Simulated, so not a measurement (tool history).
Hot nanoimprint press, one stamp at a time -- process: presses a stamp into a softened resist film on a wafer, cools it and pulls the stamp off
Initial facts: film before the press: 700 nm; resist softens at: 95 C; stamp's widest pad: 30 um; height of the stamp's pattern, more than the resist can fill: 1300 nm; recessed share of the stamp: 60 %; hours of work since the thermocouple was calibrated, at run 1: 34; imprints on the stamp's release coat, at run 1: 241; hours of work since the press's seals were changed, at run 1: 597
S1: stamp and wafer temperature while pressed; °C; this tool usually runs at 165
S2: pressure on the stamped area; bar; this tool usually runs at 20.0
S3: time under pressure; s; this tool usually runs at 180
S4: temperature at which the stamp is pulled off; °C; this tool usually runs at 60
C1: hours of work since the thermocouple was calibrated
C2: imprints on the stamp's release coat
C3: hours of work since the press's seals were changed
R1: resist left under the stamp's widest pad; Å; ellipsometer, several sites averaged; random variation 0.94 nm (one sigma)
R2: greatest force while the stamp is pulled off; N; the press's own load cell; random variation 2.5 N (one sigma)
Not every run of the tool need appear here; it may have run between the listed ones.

run,day,S1,S2,S3,S4,C1,C2,C3,R1,R2
1,0.000,165,20.0,180,60,34,241,597,3034,156
2,1.096,165,20.0,180,60,53,372,615,3015,154
3,3.583,165,20.0,180,60,95,671,657,3022,158
4,4.700,165,20.0,180,60,114,805,676,3028,164
5,6.858,165,20.0,180,60,150,1065,713,3032,157
6,8.075,165,20.0,180,60,171,1211,734,3032,161
7,10.046,165,20.0,180,60,205,1448,767,3027,154
8,11.133,165,20.0,180,60,223,1578,786,3017,155
9,13.317,165,25.4,182,49,260,1841,823,2634,178
# day 14.183: press's hydraulic seals changed and the load cell set to zero
10,16.096,165,20.0,196,50,302,2135,32,2943,174
# day 17.238: stamp cleaned and given a new release coat
# day 18.646: plate thermocouple calibrated
11,18.646,165,20.0,180,46,0,154,69,3031,184
12,20.792,165,20.0,180,46,36,411,106,3021,184
13,23.171,165,20.0,180,50,77,697,146,3031,175
14,25.667,164,28.8,309,46,119,998,189,2111,185
15,27.933,164,28.8,309,46,158,1270,227,2112,178

Each row is a separate what-if for the run after 15, all from the same tool condition, not one after another. Results?
A,29.075,165,28.9,180,60,177,1407,246,?,?
B,29.075,155,28.8,336,46,177,1407,246,?,?
C,29.075,160,28.8,134,45,177,1407,246,?,?

run,R1,R2
A,2425,156
B,3045,184
C,3299,187
Had the tool no hidden state, the same runs would have come out as:
run,R1,R2
A,2422,155
B,3042,183
C,3295,186

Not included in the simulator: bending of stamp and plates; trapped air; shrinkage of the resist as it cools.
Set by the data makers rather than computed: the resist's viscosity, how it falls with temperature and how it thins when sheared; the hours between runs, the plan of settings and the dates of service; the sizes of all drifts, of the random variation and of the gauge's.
